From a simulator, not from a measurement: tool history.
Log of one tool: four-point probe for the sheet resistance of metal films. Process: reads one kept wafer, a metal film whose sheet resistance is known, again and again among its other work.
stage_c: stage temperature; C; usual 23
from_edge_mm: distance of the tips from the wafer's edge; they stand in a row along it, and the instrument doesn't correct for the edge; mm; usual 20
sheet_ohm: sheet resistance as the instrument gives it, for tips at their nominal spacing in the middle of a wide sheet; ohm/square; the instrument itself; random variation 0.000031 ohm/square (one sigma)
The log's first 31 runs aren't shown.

| run | hour | stage_c | from_edge_mm | sheet_ohm |
|---|---|---|---|---|
| 32 | 1312.2 | 22 | 42 | 0.154598 |
| 33 | 1357.5 | 22 | 42 | 0.154555 |
| 34 | 1398.8 | 28 | 4 | 0.160375 |
| 35 | 1450.3 | 25 | 6 | 0.157189 |
| 36 | 1477.8 | 25 | 6 | 0.157187 |
| 37 | 1510.0 | 22 | 44 | 0.154479 |
| 38 | 1535.7 | 28 | 44 | 0.155289 |
| 39 | 1562.9 | 28 | 44 | 0.155346 |
| 40 | 1608.5 | 21 | 14 | 0.154653 |
| 41 | 1635.5 | 21 | 14 | 0.154591 |
| 42 | 1694.0 | 21 | 14 | 0.154611 |
| 43 | 1738.1 | 25 | 5 | 0.158024 |
| 44 | 1794.9 | 32 | 11 | 0.156406 |

Forecast each of these 5 alternatives for the next run:
| A | 1830.1 | 19 | 5 | ? |
| B | 1830.1 | 34 | 50 | ? |
| C | 1830.1 | 31 | 5 | ? |
| D | 1830.1 | 23 | 6 | ? |
| E | 1830.1 | 33 | 10 | ? |

| run | sheet_ohm |
|---|---|
| A | 0.157045 |
| B | 0.155961 |
| C | 0.158805 |
| D | 0.156696 |
| E | 0.156683 |
Without the tool's hidden state the same runs would have given:
| run | sheet_ohm |
|---|---|
| A | 0.158557 |
| B | 0.157475 |
| C | 0.160341 |
| D | 0.158208 |
| E | 0.158203 |
